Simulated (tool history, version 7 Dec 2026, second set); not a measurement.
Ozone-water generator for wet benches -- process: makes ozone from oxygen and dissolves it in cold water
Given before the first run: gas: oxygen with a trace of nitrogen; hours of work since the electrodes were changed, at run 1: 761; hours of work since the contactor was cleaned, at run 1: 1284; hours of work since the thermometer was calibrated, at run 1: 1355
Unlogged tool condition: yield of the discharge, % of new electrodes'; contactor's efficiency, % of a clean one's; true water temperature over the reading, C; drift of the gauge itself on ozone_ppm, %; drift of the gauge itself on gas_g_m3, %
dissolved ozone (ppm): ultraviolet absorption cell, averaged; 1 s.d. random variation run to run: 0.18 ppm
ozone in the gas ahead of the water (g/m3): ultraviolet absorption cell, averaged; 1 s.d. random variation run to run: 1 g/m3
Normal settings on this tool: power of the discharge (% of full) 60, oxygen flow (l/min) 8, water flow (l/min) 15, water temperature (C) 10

run   hour  power of the discharge (% of full)  oxygen flow (l/min)  water flow (l/min)  water temperature (C)  hours of work since the electrodes were changed  hours of work since the contactor was cleaned  hours of work since the thermometer was calibrated  dissolved ozone (ppm)  ozone in the gas ahead of the water (g/m3)
  1      0                                  60                    8                  15                     10                                              761                                           1284                                                1355                   25.8                                       172.4
  2   26.5                                  60                    8                  15                     10                                              787                                           1310                                                1381                   25.8                                       170.3
  3   45.4                                  60                    8                  15                     10                                              806                                           1328                                                1399                     26                                       172.2
  4   60.8                                  60                    8                  15                      6                                              821                                           1343                                                1414                   27.4                                       173.8
  5   73.9                                  60                    8                  15                      6                                              834                                           1356                                                1427                   27.7                                       170.8
  6   94.9                                  60                    8                  15                      6                                              854                                           1376                                                1448                   27.8                                       172.4
  7  117.7                                  65                    8                  15                     10                                              876                                           1399                                                1470                   27.6                                       182.6
  8  138.3                                  65                    8                  15                     10                                              897                                           1419                                                1490                   27.7                                       183.2
  9  152.1                                  65                    8                  15                     10                                              910                                           1432                                                1504                   27.8                                       181.4
 10  175.7                                  48                    8                  15                     10                                              933                                           1455                                                1527                   21.7                                       143.5
 11  191.9                                  48                    8                  15                     10                                              949                                           1471                                                1543                   21.7                                       142.9
 12  216.6                                  60                    8                  15                     10                                              973                                           1495                                                1567                   25.9                                       170.9
 13  244.9                                  60                    8                  15                     10                                             1001                                           1523                                                1594                   25.9                                       170.1
 14  262.4                                  44                    8                  15                     10                                             1018                                           1540                                                1611                   20.2                                       132.3
 15    285                                  60                 4.42                  15                     10                                             1040                                           1562                                                1633                   25.2                                       228.3
 16  308.1                                  60                    8                  15                     10                                             1062                                           1585                                                1656                   26.2                                       170.9
 17  327.6                                  60                    8                  15                     10                                             1082                                           1604                                                1675                   25.8                                       170.3
 18  342.7                                  63                    8                  15                     10                                             1096                                           1619                                                1690                   26.9                                       178.4
 19  365.7                                  97                 7.82                  13                      7                                             1119                                           1641                                                1712                     44                                       252.6
 20  390.1                                  97                 7.82                  13                      7                                             1143                                           1665                                                1736                   43.8                                       253.1
 21    416                                  60                    8                  10                     10                                             1168                                           1690                                                1761                   32.6                                       170.1
 22  440.6                                  89                 8.67                  15                     11                                             1192                                           1714                                                1785                   35.1                                       222.9
 23  468.7                                  60                 4.77                  18                     11                                             1219                                           1742                                                1813                   21.5                                       216.3
 24    490                                  64                    8                  15                     10                                             1240                                           1763                                                1834                   27.3                                       177.4
 25  510.4                                  60                    8                   9                     10                                             1260                                           1783                                                1854                   34.3                                       168.4
 26  523.4                                  60                    8                   9                     10                                             1273                                           1795                                                1866                   34.4                                       169.3
 27  548.8                                  60                    8                   9                     10                                             1298                                           1820                                                1891                   34.2                                         170
 28  561.7                                  63                    8                  15                      6                                             1310                                           1833                                                1904                   28.8                                       176.2
 29  587.7                                  87                11.59                  12                      7                                             1336                                           1858                                                1929                     41                                         190
 30  616.2                                  52                12.56                  15                     12                                             1364                                           1886                                                1957                   21.2                                       120.7
 31  631.4                                  64                12.56                  15                     12                                             1378                                           1901                                                1972                     25                                       145.1
 32  648.3                                  60                 6.74                  13                     13                                             1395                                           1917                                                1988                   26.6                                       182.5
 33  669.3                                  60                 6.74                  13                     13                                             1415                                           1938                                                2009                   27.1                                       183.1

Alternative continuations, all from the tool just after run 33; predict every row:
  A  695.2                                  76                 6.74                  13                     13                                             1441                                           1963                                                2034                      ?                                           ?
  B  695.2                                  59                    8                  15                     10                                             1441                                           1963                                                2034                      ?                                           ?
  C  695.2                                  62                 6.74                  22                     13                                             1441                                           1963                                                2034                      ?                                           ?

run  dissolved ozone (ppm)  ozone in the gas ahead of the water (g/m3)
  A                   32.6                                       219.4
  B                   25.6                                       165.8
  C                   19.3                                         187
Stripped of hidden state, with their random variation kept, the same runs would have yielded:
run  dissolved ozone (ppm)  ozone in the gas ahead of the water (g/m3)
  A                   32.6                                       225.8
  B                   25.6                                       170.6
  C                   19.3                                       192.4

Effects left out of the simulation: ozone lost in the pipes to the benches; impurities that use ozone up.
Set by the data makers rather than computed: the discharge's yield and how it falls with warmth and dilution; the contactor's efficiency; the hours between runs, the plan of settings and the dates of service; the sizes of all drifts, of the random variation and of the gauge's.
